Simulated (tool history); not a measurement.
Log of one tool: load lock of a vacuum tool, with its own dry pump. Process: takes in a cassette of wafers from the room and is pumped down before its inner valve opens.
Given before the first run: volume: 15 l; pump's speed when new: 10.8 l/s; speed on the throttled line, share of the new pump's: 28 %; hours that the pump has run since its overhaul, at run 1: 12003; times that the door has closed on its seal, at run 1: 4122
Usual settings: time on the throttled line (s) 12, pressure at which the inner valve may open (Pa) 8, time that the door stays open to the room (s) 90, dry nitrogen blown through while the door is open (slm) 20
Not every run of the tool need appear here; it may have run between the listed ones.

| run | hour | time on the throttled line (s) | pressure at which the inner valve may open (Pa) | time that the door stays open to the room (s) | dry nitrogen blown through while the door is open (slm) | hours that the pump has run since its overhaul | times that the door has closed on its seal | incoming humidity of the room's air, % | time from the closed door until the inner valve may open (s) | rise of the pressure with all valves shut (Pa/min) |
|---|---|---|---|---|---|---|---|---|---|---|
| 1 | 0 | 12 | 8 | 90 | 20 | 12003 | 4122 | 46.4 | 23.3 | 0.068 |
| 2 | 93.1 | 12 | 8 | 90 | 20 | 12096 | 4460 | 37.3 | 23 | 0.065 |
| 3 | 182.9 | 12 | 8 | 90 | 20 | 12186 | 4785 | 43.6 | 23.4 | 0.06 |
| 4 | 295.4 | 12 | 8 | 90 | 11 | 12299 | 5194 | 41.5 | 22.9 | 0.074 |
| 5 | 352.1 | 12 | 8 | 90 | 11 | 12355 | 5399 | 48.6 | 23.2 | 0.085 |
| 6 | 462.9 | 12 | 8 | 90 | 11 | 12466 | 5802 | 43.3 | 23 | 0.082 |
| 7 | 561 | 12 | 8 | 90 | 26 | 12564 | 6158 | 45.2 | 23.3 | 0.072 |
| 8 | 654.7 | 12 | 8 | 90 | 26 | 12658 | 6498 | 43.3 | 23.2 | 0.066 |
| 9 | 746.8 | 12 | 8 | 82 | 26 | 12750 | 6832 | 46.9 | 23.3 | 0.072 |
| 10 | 828.8 | 11 | 8 | 90 | 20 | 12832 | 7129 | 43.7 | 22.6 | 0.079 |
| 11 | 930.7 | 12 | 8 | 90 | 8 | 12934 | 7499 | 45.7 | 23.3 | 0.091 |
| 12 | 1002.6 | 7 | 8 | 90 | 8 | 13006 | 7760 | 45.9 | 19.9 | 0.093 |
| 13 | 1083.6 | 7 | 8 | 90 | 25 | 13087 | 8054 | 46.2 | 20 | 0.079 |
| 14 | 1198.1 | 7 | 8 | 90 | 25 | 13201 | 8470 | 47.4 | 19.8 | 0.083 |
| 15 | 1309.7 | 7 | 8 | 90 | 25 | 13313 | 8875 | 47.7 | 19.9 | 0.084 |
| 16 | 1414.2 | 13 | 8 | 90 | 23 | 13418 | 9254 | 45.6 | 24.2 | 0.086 |
| 17 | 1465.4 | 21 | 8 | 48 | 27 | 13469 | 9440 | 45.1 | 29.9 | 0.078 |
| 18 | 1553.7 | 10 | 8 | 93 | 28 | 13557 | 9760 | 44.1 | 22.1 | 0.089 |
| 19 | 1652.2 | 10 | 13 | 46 | 28 | 13655 | 10118 | 47.5 | 21.2 | 0.078 |
| 20 | 1763.9 | 9 | 6 | 90 | 20 | 13767 | 10523 | 41.3 | 21.6 | 0.085 |

Some steps in time from the closed door until the inner valve may open (s) between neighbouring runs. How much of each would the tool show without its hidden state too (settings, what came in, random variation), and how much is left for the hidden state, with any gauge scatter that isn't in both results?
The hidden state here: pump's speed, % of a new pump's; leak at the door's seal, Pa l/s; drift of the gauge itself on ready_s, %; drift of the gauge itself on rise_pa_min, %.
Run 16 -> 17: time on the throttled line (s) 13 -> 21, time that the door stays open to the room (s) 90 -> 48, dry nitrogen blown through while the door is open (slm) 23 -> 27. time from the closed door until the inner valve may open (s) +5.7: hidden state -0.4, all else +6.1.
Run 17 -> 18: time on the throttled line (s) 21 -> 10, time that the door stays open to the room (s) 48 -> 93, dry nitrogen blown through while the door is open (slm) 27 -> 28. time from the closed door until the inner valve may open (s) -7.8: hidden state +0.4, all else -8.2.
